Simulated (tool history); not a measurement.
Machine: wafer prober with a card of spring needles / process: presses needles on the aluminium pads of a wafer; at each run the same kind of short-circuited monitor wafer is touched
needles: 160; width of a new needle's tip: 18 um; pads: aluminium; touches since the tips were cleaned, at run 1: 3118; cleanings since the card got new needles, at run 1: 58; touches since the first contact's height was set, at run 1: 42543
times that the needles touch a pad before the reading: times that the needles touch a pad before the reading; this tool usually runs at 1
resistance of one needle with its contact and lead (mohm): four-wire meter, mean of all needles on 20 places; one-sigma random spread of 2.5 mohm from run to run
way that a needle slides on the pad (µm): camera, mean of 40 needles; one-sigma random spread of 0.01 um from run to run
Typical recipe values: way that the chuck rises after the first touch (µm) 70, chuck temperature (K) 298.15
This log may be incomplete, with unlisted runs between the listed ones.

run,hour,way that the chuck rises after the first touch (µm),chuck temperature (K),times that the needles touch a pad before the reading,touches since the tips were cleaned,cleanings since the card got new needles,touches since the first contact's height was set,resistance of one needle with its contact and lead (mohm),way that a needle slides on the pad (µm)
1,0.0,70,298.15,1,3118,58,42543,435,15.75
# hour 15.3: tips cleaned on abrasive film
# hour 39.0: tips cleaned on abrasive film
2,39.7,70,298.15,1,196,60,54148,312,15.71
# hour 63.0: tips cleaned on abrasive film
3,85.8,70,298.15,1,6687,61,67674,549,15.71
# hour 89.0: tips cleaned on abrasive film
# hour 114.8: tips cleaned on abrasive film
4,124.4,70,298.15,1,2843,63,78993,445,15.70
# hour 141.6: tips cleaned on abrasive film
# hour 165.5: tips cleaned on abrasive film
5,178.6,70,298.15,1,3845,65,94866,468,15.68
# hour 190.0: tips cleaned on abrasive film
# hour 218.3: tips cleaned on abrasive film
6,229.2,70,298.15,1,3212,67,109681,457,15.68
# hour 243.9: tips cleaned on abrasive film
7,259.7,70,300.15,1,4648,68,118628,480,15.66
# hour 269.6: tips cleaned on abrasive film
8,289.7,70,298.15,1,5936,69,127431,528,15.64
# hour 295.5: tips cleaned on abrasive film
# hour 320.8: tips cleaned on abrasive film
9,335.9,70,338.15,1,4447,71,140948,504,15.62
# hour 339.6: height of the first contact set anew
# hour 345.5: tips cleaned on abrasive film
10,359.6,70,298.15,1,4137,72,5838,489,15.79
# hour 369.3: tips cleaned on abrasive film
# hour 393.8: tips cleaned on abrasive film
11,394.7,70,298.15,1,261,74,16110,329,15.76
# hour 419.1: tips cleaned on abrasive film
12,419.1,70,298.15,1,0,75,23243,292,15.77
# hour 444.0: tips cleaned on abrasive film
13,459.1,70,298.15,1,4440,76,34975,499,15.75
# hour 471.9: tips cleaned on abrasive film
14,488.7,70,298.15,1,4920,77,43656,509,15.75
# hour 495.8: tips cleaned on abrasive film
15,513.3,52,346.15,1,5132,78,50861,641,11.66
# hour 521.0: tips cleaned on abrasive film
# hour 544.9: tips cleaned on abrasive film
16,567.3,85,298.15,3,6567,80,66683,338,19.08
# hour 571.2: tips cleaned on abrasive film
# hour 595.6: tips cleaned on abrasive film
17,604.7,60,311.15,1,2675,82,77642,501,13.42
# hour 621.2: tips cleaned on abrasive film
# hour 644.8: tips cleaned on abrasive film
18,657.7,60,311.15,1,3794,84,93159,546,13.41
# hour 672.2: tips cleaned on abrasive film
# hour 698.9: tips cleaned on abrasive film
19,706.5,78,311.15,1,2247,86,107463,393,17.44
# hour 727.1: tips cleaned on abrasive film
# hour 755.1: tips cleaned on abrasive film
20,756.7,65,334.15,2,471,88,122159,329,14.51
# hour 778.9: tips cleaned on abrasive film
21,801.2,65,334.15,2,6546,89,135207,465,14.50
# hour 805.5: tips cleaned on abrasive film
# hour 822.5: height of the first contact set anew
# hour 830.1: tips cleaned on abrasive film
# hour 854.6: tips cleaned on abrasive film
22,854.8,65,334.15,2,47,92,9440,312,14.65
# hour 878.2: tips cleaned on abrasive film
23,882.7,70,298.15,1,1325,93,17624,384,15.75
# hour 902.9: tips cleaned on abrasive film
# hour 930.3: tips cleaned on abrasive film
24,937.3,66,301.15,1,2054,95,33619,430,14.84
# hour 954.1: tips cleaned on abrasive film
# hour 979.0: tips cleaned on abrasive film
25,989.0,66,301.15,1,2932,97,48759,476,14.83
# hour 1003.7: tips cleaned on abrasive film
26,1013.2,66,301.15,1,2788,98,55845,462,14.83
# hour 1029.3: tips cleaned on abrasive film
27,1043.2,67,311.15,1,4104,99,64651,519,15.04
# hour 1052.7: tips cleaned on abrasive film
# hour 1078.8: tips cleaned on abrasive film
28,1097.5,70,298.15,1,5502,101,80564,524,15.66

Hidden state or all else? Some run-to-run changes of resistance of one needle with its contact and lead (mohm), split into what the settings, what came in and random variation would give without the hidden state, and what is left for the hidden state (with any gauge scatter that isn't in both results):
What the log doesn't record here: debris on the tips, nm; way that the needles fall short of the set height, um; tips' diameter, um; drift of the gauge itself on contact_mohm, %; drift of the gauge itself on scrub_um, %.
Run 2 -> 3: tips cleaned on abrasive film. resistance of one needle with its contact and lead (mohm) +237: hidden state +233, all else +4.
Run 15 -> 16: way that the chuck rises after the first touch (µm) 52 -> 85, chuck temperature (K) 346.15 -> 298.15, times that the needles touch a pad before the reading 1 -> 3, tips cleaned on abrasive film, tips cleaned on abrasive film. resistance of one needle with its contact and lead (mohm) -303: hidden state -269, all else -34.
